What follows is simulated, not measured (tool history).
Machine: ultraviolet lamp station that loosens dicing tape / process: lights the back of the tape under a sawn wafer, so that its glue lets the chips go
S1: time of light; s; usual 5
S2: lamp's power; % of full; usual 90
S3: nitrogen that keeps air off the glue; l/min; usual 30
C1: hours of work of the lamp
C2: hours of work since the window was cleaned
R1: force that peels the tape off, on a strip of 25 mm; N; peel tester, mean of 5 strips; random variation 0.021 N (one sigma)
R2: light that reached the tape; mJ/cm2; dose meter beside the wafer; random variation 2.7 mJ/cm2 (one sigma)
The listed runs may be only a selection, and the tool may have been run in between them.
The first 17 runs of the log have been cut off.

run,hour,S1,S2,S3,C1,C2,R1,R2
18,205.2,3,84,45,195,293,2.756,167
19,216.9,9,85,20,202,301,0.654,502
20,227.5,5,65,30,209,307,2.446,214
21,239.5,5,65,30,216,314,2.38,213
22,246.2,5,65,30,220,319,2.483,208
# hour 252.8: window cleaned of glue's vapour
23,256.8,5,90,25,226,2,1.31,335
24,267.8,5,90,25,233,9,1.33,327
25,278.8,8,90,25,240,16,0.524,523
26,295.2,3,90,32,250,26,2.663,193
27,309.6,9,71,36,259,35,0.512,461
28,320.6,3,69,10,266,42,5.215,147
29,327.4,3,69,10,270,46,5.363,148
30,339.7,8,68,12,277,53,1.667,392
31,351.4,9,70,30,285,60,0.628,447

5 options for the next run, each taken on its own from the tool as it stands now. Forecast them:
A,361.6,3,69,30,291,67,?,?
B,361.6,6,90,31,291,67,?,?
C,361.6,9,70,15,291,67,?,?
D,361.6,2,66,20,291,67,?,?
E,361.6,5,91,27,291,67,?,?

run,R1,R2
A,3.742,152
B,0.804,382
C,1.106,441
D,5.978,88
E,1.317,323
With the hidden condition removed and each run's random variation left untouched, the same runs would have given:
run,R1,R2
A,3.364,168
B,0.647,424
C,0.9,489
D,5.631,98
E,1.083,358
